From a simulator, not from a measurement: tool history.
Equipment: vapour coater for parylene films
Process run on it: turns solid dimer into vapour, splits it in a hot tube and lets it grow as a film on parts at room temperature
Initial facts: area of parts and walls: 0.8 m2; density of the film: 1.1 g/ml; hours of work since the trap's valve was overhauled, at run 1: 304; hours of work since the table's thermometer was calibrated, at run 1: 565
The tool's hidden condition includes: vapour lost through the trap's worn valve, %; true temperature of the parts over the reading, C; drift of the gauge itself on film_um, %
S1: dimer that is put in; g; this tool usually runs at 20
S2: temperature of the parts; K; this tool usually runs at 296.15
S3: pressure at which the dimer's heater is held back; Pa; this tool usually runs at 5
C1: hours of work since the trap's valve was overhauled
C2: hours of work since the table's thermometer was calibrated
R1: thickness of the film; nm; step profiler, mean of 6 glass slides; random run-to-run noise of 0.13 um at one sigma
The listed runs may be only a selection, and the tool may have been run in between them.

run,hour,S1,S2,S3,C1,C2,R1
1,0,20,296.15,5,304,565,14740
2,39.7,20,296.15,5,339,600,14530
# hour 66.9: trap's valve overhauled
3,107.1,20,290.15,5,35,656,17220
4,150.2,20,296.15,5,73,693,13310
5,179.9,20,296.15,5,99,719,13290
6,213,20,296.15,5,128,749,13040
# hour 222.3: trap's valve overhauled, once more
7,251.9,20,296.15,3.14,26,779,16160
8,285.4,20,296.15,5,55,809,15450
9,317.8,20,296.15,5,84,837,15540
10,375.1,33,296.15,5,134,887,24860
11,404.5,33,296.15,5,160,913,24770
# hour 426.1: table's thermometer calibrated
12,463.2,20,296.15,2.57,211,33,16000
13,502.2,20,302.15,5,245,67,11760
14,537.5,20,302.15,5,276,98,11700
15,595,20,302.15,5,326,148,11250
# hour 635.3: trap's valve overhauled
16,665.9,9,297.15,2.88,27,207,7190
17,724.1,14,296.15,3.39,78,258,11410
18,758.2,27,293.15,3.56,108,288,24520
19,813,13,296.15,6.45,156,336,9710
20,881.1,13,296.15,6.45,216,396,9610
21,940.2,25,296.15,4.89,268,448,18660
22,973.8,25,296.15,4.89,297,477,18210
23,1004,25,296.15,4.89,324,504,18240
# hour 1043.5: trap's valve overhauled
24,1075.3,20,305.15,7.06,28,563,10500
25,1105,20,295.15,3.78,54,589,16390
26,1159.8,20,295.15,3.78,102,637,16520
27,1213,9,290.15,2.98,149,684,9060
28,1247.3,20,305.15,5,179,714,10340
29,1299.5,20,305.15,5,225,760,10300

Consider 4 possible next runs. They are alternatives, not a sequence: every one starts from the tool as it was left by run 29. What does each give?
A,1361.7,19,305.15,5,279,815,?
B,1361.7,20,301.15,3.05,279,815,?
C,1361.7,18,296.15,2.42,279,815,?
D,1361.7,12,305.15,5.48,279,815,?

run,R1
A,9750
B,12430
C,14190
D,6040
With the hidden condition removed and each run's random variation left untouched, the same runs would have given:
run,R1
A,10660
B,13580
C,15510
D,6600

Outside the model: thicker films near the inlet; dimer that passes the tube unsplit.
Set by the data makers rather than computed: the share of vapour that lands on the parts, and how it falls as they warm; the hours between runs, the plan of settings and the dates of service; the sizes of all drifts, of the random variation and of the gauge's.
